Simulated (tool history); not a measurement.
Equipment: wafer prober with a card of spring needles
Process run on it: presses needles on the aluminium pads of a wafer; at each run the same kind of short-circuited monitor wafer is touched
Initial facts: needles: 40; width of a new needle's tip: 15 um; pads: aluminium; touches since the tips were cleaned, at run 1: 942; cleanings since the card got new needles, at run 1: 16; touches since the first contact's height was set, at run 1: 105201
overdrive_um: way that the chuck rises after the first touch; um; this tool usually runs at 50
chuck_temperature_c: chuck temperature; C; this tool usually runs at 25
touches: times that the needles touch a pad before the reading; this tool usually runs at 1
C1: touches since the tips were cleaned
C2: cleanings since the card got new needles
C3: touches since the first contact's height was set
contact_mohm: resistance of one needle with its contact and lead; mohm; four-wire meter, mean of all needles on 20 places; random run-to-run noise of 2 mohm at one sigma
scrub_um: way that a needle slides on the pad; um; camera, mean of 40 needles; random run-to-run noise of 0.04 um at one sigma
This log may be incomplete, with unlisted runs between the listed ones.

run 1 hour=0 | overdrive_um=50 chuck_temperature_c=25 touches=1 | C1=942 C2=16 C3=105201 | contact_mohm=263 scrub_um=7.7
run 2 hour=7.2 | overdrive_um=50 chuck_temperature_c=25 touches=1 | C1=4376 C2=16 C3=108635 | contact_mohm=300 scrub_um=7.82
-- hour=10.3 tips cleaned on abrasive film
run 3 hour=17.2 | overdrive_um=50 chuck_temperature_c=25 touches=1 | C1=3341 C2=17 C3=113413 | contact_mohm=291 scrub_um=7.76
-- hour=22.5 tips cleaned on abrasive film
run 4 hour=26 | overdrive_um=40 chuck_temperature_c=25 touches=1 | C1=1694 C2=18 C3=117574 | contact_mohm=315 scrub_um=6.17
run 5 hour=33.6 | overdrive_um=40 chuck_temperature_c=25 touches=1 | C1=5341 C2=18 C3=121221 | contact_mohm=354 scrub_um=6.19
-- hour=34.9 tips cleaned on abrasive film
run 6 hour=41.2 | overdrive_um=40 chuck_temperature_c=25 touches=1 | C1=3036 C2=19 C3=124819 | contact_mohm=330 scrub_um=6.11
-- hour=46.9 tips cleaned on abrasive film
run 7 hour=51.7 | overdrive_um=38 chuck_temperature_c=25 touches=1 | C1=2293 C2=20 C3=129815 | contact_mohm=332 scrub_um=5.79
run 8 hour=58.2 | overdrive_um=38 chuck_temperature_c=25 touches=1 | C1=5409 C2=20 C3=132931 | contact_mohm=366 scrub_um=5.82
-- hour=59.1 tips cleaned on abrasive film
run 9 hour=65.5 | overdrive_um=38 chuck_temperature_c=25 touches=1 | C1=3040 C2=21 C3=136374 | contact_mohm=344 scrub_um=5.82
-- hour=71 tips cleaned on abrasive film
run 10 hour=71.9 | overdrive_um=50 chuck_temperature_c=25 touches=1 | C1=411 C2=22 C3=139405 | contact_mohm=243 scrub_um=7.7
run 11 hour=81.5 | overdrive_um=39 chuck_temperature_c=25 touches=1 | C1=5020 C2=22 C3=144014 | contact_mohm=365 scrub_um=5.96
-- hour=83.6 tips cleaned on abrasive film
run 12 hour=88.3 | overdrive_um=62 chuck_temperature_c=107 touches=2 | C1=2256 C2=23 C3=147235 | contact_mohm=258 scrub_um=9.63
-- hour=96.1 tips cleaned on abrasive film
run 13 hour=98.8 | overdrive_um=50 chuck_temperature_c=123 touches=3 | C1=1265 C2=24 C3=152217 | contact_mohm=256 scrub_um=7.7
run 14 hour=103.4 | overdrive_um=50 chuck_temperature_c=123 touches=3 | C1=3506 C2=24 C3=154458 | contact_mohm=264 scrub_um=7.69
-- hour=108 tips cleaned on abrasive film
run 15 hour=112.4 | overdrive_um=36 chuck_temperature_c=86 touches=2 | C1=2104 C2=25 C3=158706 | contact_mohm=301 scrub_um=5.52
-- hour=120.7 tips cleaned on abrasive film
run 16 hour=122.8 | overdrive_um=38 chuck_temperature_c=25 touches=2 | C1=1000 C2=26 C3=163666 | contact_mohm=270 scrub_um=5.84
run 17 hour=127.9 | overdrive_um=38 chuck_temperature_c=25 touches=2 | C1=3423 C2=26 C3=166089 | contact_mohm=306 scrub_um=5.77
-- hour=132.8 tips cleaned on abrasive film
run 18 hour=137.7 | overdrive_um=50 chuck_temperature_c=63 touches=1 | C1=2352 C2=27 C3=170771 | contact_mohm=297 scrub_um=7.73
run 19 hour=144.1 | overdrive_um=36 chuck_temperature_c=42 touches=1 | C1=5426 C2=27 C3=173845 | contact_mohm=392 scrub_um=5.42
-- hour=144.8 tips cleaned on abrasive film
run 20 hour=150.1 | overdrive_um=70 chuck_temperature_c=32 touches=1 | C1=2558 C2=28 C3=176675 | contact_mohm=255 scrub_um=10.81
-- hour=157.2 tips cleaned on abrasive film
run 21 hour=158.1 | overdrive_um=50 chuck_temperature_c=61 touches=3 | C1=393 C2=29 C3=180426 | contact_mohm=234 scrub_um=7.7

Branching from run 21: 3 alternative next runs. What would each branch give?
run A hour=162.6 | overdrive_um=60 chuck_temperature_c=61 touches=3 | C1=2587 C2=29 C3=182620 | contact_mohm=? scrub_um=?
run B hour=162.6 | overdrive_um=32 chuck_temperature_c=25 touches=2 | C1=2587 C2=29 C3=182620 | contact_mohm=? scrub_um=?
run C hour=162.6 | overdrive_um=65 chuck_temperature_c=61 touches=2 | C1=2587 C2=29 C3=182620 | contact_mohm=? scrub_um=?

run=A contact_mohm=241 scrub_um=9.25
run=B contact_mohm=334 scrub_um=4.81
run=C contact_mohm=246 scrub_um=9.96
The same runs, with their run-to-run variation unchanged, on a tool lacking any hidden condition would have given:
run=A contact_mohm=220 scrub_um=9.53
run=B contact_mohm=222 scrub_um=5.09
run=C contact_mohm=217 scrub_um=10.23
